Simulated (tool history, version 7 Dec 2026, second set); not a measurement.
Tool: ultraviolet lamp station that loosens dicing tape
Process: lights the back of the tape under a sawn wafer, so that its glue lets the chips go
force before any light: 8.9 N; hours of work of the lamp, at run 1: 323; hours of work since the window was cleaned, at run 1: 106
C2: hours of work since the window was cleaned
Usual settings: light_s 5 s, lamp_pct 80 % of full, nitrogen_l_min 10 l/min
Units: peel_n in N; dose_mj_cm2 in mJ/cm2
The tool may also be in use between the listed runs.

Run 1, hour 0: usual settings; hours of work of the lamp 323; C2 106. Result: peel_n 0.515 N, dose_mj_cm2 516 mJ/cm2.
Run 2, hour 29.7: usual settings but lamp_pct 94 % of full; hours of work of the lamp 337; C2 119. Result: peel_n 0.337 N, dose_mj_cm2 603 mJ/cm2.
Run 3, hour 68: usual settings but light_s 3 s; hours of work of the lamp 355; C2 137. Result: peel_n 1.663 N, dose_mj_cm2 306 mJ/cm2.
Run 4, hour 106.7: usual settings; hours of work of the lamp 373; C2 155. Result: peel_n 0.546 N, dose_mj_cm2 506 mJ/cm2.
Run 5, hour 146.7: usual settings; hours of work of the lamp 392; C2 174. Result: peel_n 0.582 N, dose_mj_cm2 494 mJ/cm2.
Run 6, hour 169: usual settings but nitrogen_l_min 3 l/min; hours of work of the lamp 402; C2 184. Result: peel_n 1.195 N, dose_mj_cm2 501 mJ/cm2.
Run 7, hour 205.9: usual settings but nitrogen_l_min 3 l/min; hours of work of the lamp 419; C2 202. Result: peel_n 1.151 N, dose_mj_cm2 489 mJ/cm2.
Run 8, hour 222.7: usual settings but nitrogen_l_min 3 l/min; hours of work of the lamp 427; C2 210. Result: peel_n 1.247 N, dose_mj_cm2 488 mJ/cm2.
Run 9, hour 262.7: usual settings but nitrogen_l_min 3 l/min; hours of work of the lamp 446; C2 228. Result: peel_n 1.274 N, dose_mj_cm2 487 mJ/cm2.
Run 10, hour 297: usual settings but lamp_pct 69 % of full; hours of work of the lamp 462; C2 244. Result: peel_n 0.899 N, dose_mj_cm2 411 mJ/cm2.
Run 11, hour 315: usual settings but lamp_pct 69 % of full; hours of work of the lamp 470; C2 253. Result: peel_n 0.942 N, dose_mj_cm2 406 mJ/cm2.
Run 12, hour 351.8: usual settings but lamp_pct 69 % of full; hours of work of the lamp 488; C2 270. Result: peel_n 0.935 N, dose_mj_cm2 403 mJ/cm2.
Run 13, hour 384.4: usual settings but lamp_pct 69 % of full; hours of work of the lamp 503; C2 285. Result: peel_n 0.915 N, dose_mj_cm2 405 mJ/cm2.
Run 14, hour 417.9: usual settings but lamp_pct 63 % of full, nitrogen_l_min 15 l/min; hours of work of the lamp 518; C2 301. Result: peel_n 1.002 N, dose_mj_cm2 362 mJ/cm2.
Run 15, hour 438.2: usual settings but lamp_pct 63 % of full, nitrogen_l_min 15 l/min; hours of work of the lamp 528; C2 310. Result: peel_n 0.996 N, dose_mj_cm2 363 mJ/cm2.
Run 16, hour 472.4: usual settings but light_s 7 s, lamp_pct 66 % of full, nitrogen_l_min 3 l/min; hours of work of the lamp 544; C2 326. Result: peel_n 1.025 N, dose_mj_cm2 524 mJ/cm2.
At hour 490.8: window cleaned of glue's vapour.
Run 17, hour 501.2: usual settings but light_s 7 s, lamp_pct 66 % of full, nitrogen_l_min 3 l/min; hours of work of the lamp 557; C2 5. Result: peel_n 0.904 N, dose_mj_cm2 564 mJ/cm2.
Run 18, hour 531: usual settings but lamp_pct 64 % of full; hours of work of the lamp 571; C2 19. Result: peel_n 1.035 N, dose_mj_cm2 388 mJ/cm2.
Run 19, hour 553.8: usual settings but light_s 8 s, lamp_pct 95 % of full, nitrogen_l_min 9 l/min; hours of work of the lamp 582; C2 29. Result: peel_n 0.11 N, dose_mj_cm2 915 mJ/cm2.
Run 20, hour 588.7: usual settings but light_s 7 s, lamp_pct 85 % of full; hours of work of the lamp 598; C2 46. Result: peel_n 0.21 N, dose_mj_cm2 697 mJ/cm2.
Run 21, hour 605.8: usual settings but light_s 7 s; hours of work of the lamp 606; C2 54. Result: peel_n 0.258 N, dose_mj_cm2 666 mJ/cm2.
Run 22, hour 634.3: usual settings but light_s 7 s, nitrogen_l_min 6 l/min; hours of work of the lamp 619; C2 67. Result: peel_n 0.408 N, dose_mj_cm2 656 mJ/cm2.
Run 23, hour 652.5: usual settings but light_s 7 s, nitrogen_l_min 6 l/min; hours of work of the lamp 628; C2 75. Result: peel_n 0.379 N, dose_mj_cm2 649 mJ/cm2.
Run 24, hour 682.9: usual settings but light_s 7 s, nitrogen_l_min 6 l/min; hours of work of the lamp 642; C2 90. Result: peel_n 0.403 N, dose_mj_cm2 652 mJ/cm2.
Run 25, hour 701.4: usual settings but lamp_pct 73 % of full; hours of work of the lamp 650; C2 98. Result: peel_n 0.851 N, dose_mj_cm2 423 mJ/cm2.

Hidden state or all else? Some run-to-run changes of peel_n, split into what the settings, what came in and random variation would give without the hidden state, and what is left for the hidden state (with any gauge scatter that isn't in both results):
The hidden state here: lamp's light, % of a new lamp's; light that the window lets through, % of a clean one's; drift of the gauge itself on peel_n, %; drift of the gauge itself on dose_mj_cm2, %.
Run 2 -> 3: light_s 5 -> 3, lamp_pct 94 -> 80. peel_n +1.326 N: hidden state +0.265, all else +1.061.
Run 3 -> 4: light_s 3 -> 5. peel_n -1.117 N: hidden state -0.188, all else -0.929.
Run 18 -> 19: light_s 5 -> 8, lamp_pct 64 -> 95, nitrogen_l_min 10 -> 9. peel_n -0.925 N: hidden state -0.335, all else -0.59.
